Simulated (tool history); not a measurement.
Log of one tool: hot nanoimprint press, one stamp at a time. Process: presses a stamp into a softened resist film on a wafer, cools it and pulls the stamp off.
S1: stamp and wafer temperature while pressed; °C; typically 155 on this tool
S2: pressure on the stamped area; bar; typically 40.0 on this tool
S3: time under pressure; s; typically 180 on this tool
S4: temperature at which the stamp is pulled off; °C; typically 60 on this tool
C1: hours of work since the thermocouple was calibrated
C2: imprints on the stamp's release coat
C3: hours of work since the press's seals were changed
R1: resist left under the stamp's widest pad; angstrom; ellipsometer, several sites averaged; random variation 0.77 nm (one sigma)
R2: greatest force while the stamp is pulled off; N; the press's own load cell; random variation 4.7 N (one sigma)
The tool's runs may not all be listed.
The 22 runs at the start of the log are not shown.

run   hour   S1    S2   S3  S4   C1    C2   C3    R1   R2
 23  358.0  143  42.1  231  47   85  1428  595  1963  437
 24  379.1  143  26.0  185  58   96  1474  607  2406  344
 25  391.9  143  26.0  185  58  103  1501  614  2410  351
 26  410.2  143  26.0  185  58  113  1541  624  2434  360
 27  421.5  153  27.8  106  51  119  1566  630  1857  414
 28  431.7  155  40.0  180  62  125  1588  635  1203  320
     442.6  -- stamp cleaned and given a new release coat
 29  450.1  164  40.0  180  47  132    17  642   779  308
 30  466.3  155  40.0  213  58  140    52  651  1143  250

Predict each of these 4 candidate next runs independently; none follows another, all start after run 30:
  A  486.6  155  40.0  180  54  151  96  662   ?   ?
  B  486.6  151  25.8  180  60  151  96  662   ?   ?
  C  486.6  147  44.4  101  58  151  96  662   ?   ?
  D  486.6  155  32.0  106  46  151  96  662   ?   ?

run    R1   R2
  A  1205  283
  B  1818  235
  C  1994  255
  D  1598  335
With the hidden condition removed and each run's random variation left untouched, the same runs would have given:
run    R1   R2
  A  1131  272
  B  1740  226
  C  1889  245
  D  1519  323
